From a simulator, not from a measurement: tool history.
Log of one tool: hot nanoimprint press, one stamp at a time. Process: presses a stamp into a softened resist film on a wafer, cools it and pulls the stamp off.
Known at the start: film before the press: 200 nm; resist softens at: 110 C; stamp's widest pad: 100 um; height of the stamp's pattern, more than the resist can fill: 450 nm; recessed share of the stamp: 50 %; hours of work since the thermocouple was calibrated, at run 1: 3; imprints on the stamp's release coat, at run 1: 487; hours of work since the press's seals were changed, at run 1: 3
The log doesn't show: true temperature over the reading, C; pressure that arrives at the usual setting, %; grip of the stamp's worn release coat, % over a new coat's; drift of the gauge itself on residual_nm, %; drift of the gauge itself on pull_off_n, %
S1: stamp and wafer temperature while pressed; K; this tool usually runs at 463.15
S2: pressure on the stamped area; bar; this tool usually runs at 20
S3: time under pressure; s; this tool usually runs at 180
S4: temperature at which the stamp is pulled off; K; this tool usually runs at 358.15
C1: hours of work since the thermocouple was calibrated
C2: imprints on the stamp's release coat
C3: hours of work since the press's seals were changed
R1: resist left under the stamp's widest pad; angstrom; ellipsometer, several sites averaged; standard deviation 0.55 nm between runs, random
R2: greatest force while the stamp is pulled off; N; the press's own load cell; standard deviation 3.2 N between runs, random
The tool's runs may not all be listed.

run,day,S1,S2,S3,S4,C1,C2,C3,R1,R2
1,0,463.15,20,180,358.15,3,487,3,766,163
2,1.471,463.15,20,180,358.15,21,614,21,758,166
3,3.183,463.15,20,180,358.15,43,761,43,776,172
4,4.2,463.15,20,180,358.15,56,849,56,765,173
5,5.892,463.15,20,180,358.15,77,994,77,772,179
6,7.054,463.15,20,164,358.15,91,1094,91,801,172
7,9.138,463.15,20,164,358.15,118,1273,118,798,187
8,10.138,473.15,20,180,358.15,130,1359,130,586,183
9,12.483,473.15,20,180,358.15,160,1561,160,597,184
10,14.738,473.15,20,180,358.15,188,1755,188,589,195
# day 15.929: stamp cleaned and given a new release coat
11,16.729,463.15,20,180,358.15,210,69,210,781,152
12,18.779,463.15,20,180,358.15,236,245,236,782,158
13,20.917,463.15,15.4,180,358.15,263,430,263,920,161
14,22.754,463.15,15.4,180,358.15,286,587,286,919,169
15,25.092,463.15,15.4,180,358.15,315,789,315,914,174
# day 25.438: plate thermocouple calibrated
16,26.317,464.15,17.6,196,344.15,11,883,329,825,234
17,27.629,464.15,17.6,196,344.15,28,996,346,824,248
18,28.788,468.15,20,180,355.15,42,1096,360,713,194
19,30.062,451.15,20,180,358.15,58,1206,376,1159,184
20,32.05,470.15,20.8,180,349.15,83,1377,401,653,237
21,34.183,470.15,20.8,180,349.15,110,1560,428,664,241
22,36.579,470.15,20.8,180,349.15,140,1766,458,672,244
# day 37.012: plate thermocouple calibrated, once more
# day 37.596: stamp cleaned and given a new release coat
23,38.567,470.15,19.2,162,351.15,16,83,479,688,182
24,39.879,463.15,16.8,178,344.15,33,196,495,874,216
25,41.817,463.15,20,169,345.15,57,363,520,811,219
26,43.912,463.15,20,215,344.15,84,543,546,742,215
27,45.408,463.15,20,136,355.15,103,672,565,864,188
28,47.304,463.15,15.5,180,353.15,126,835,589,902,196
29,48.442,467.15,20,180,357.15,141,933,603,711,180

Consider 3 possible next runs. They are alternatives, not a sequence: every one starts from the tool as it was left by run 29. What does each give?
A,49.875,463.15,15.5,180,358.15,159,1056,621,?,?
B,49.875,463.15,14.1,180,358.15,159,1056,621,?,?
C,49.875,467.15,20,101,346.15,159,1056,621,?,?

run,R1,R2
A,918,183
B,963,183
C,874,231
Without the tool's hidden state the same runs would have given:
run,R1,R2
A,884,155
B,929,154
C,837,197
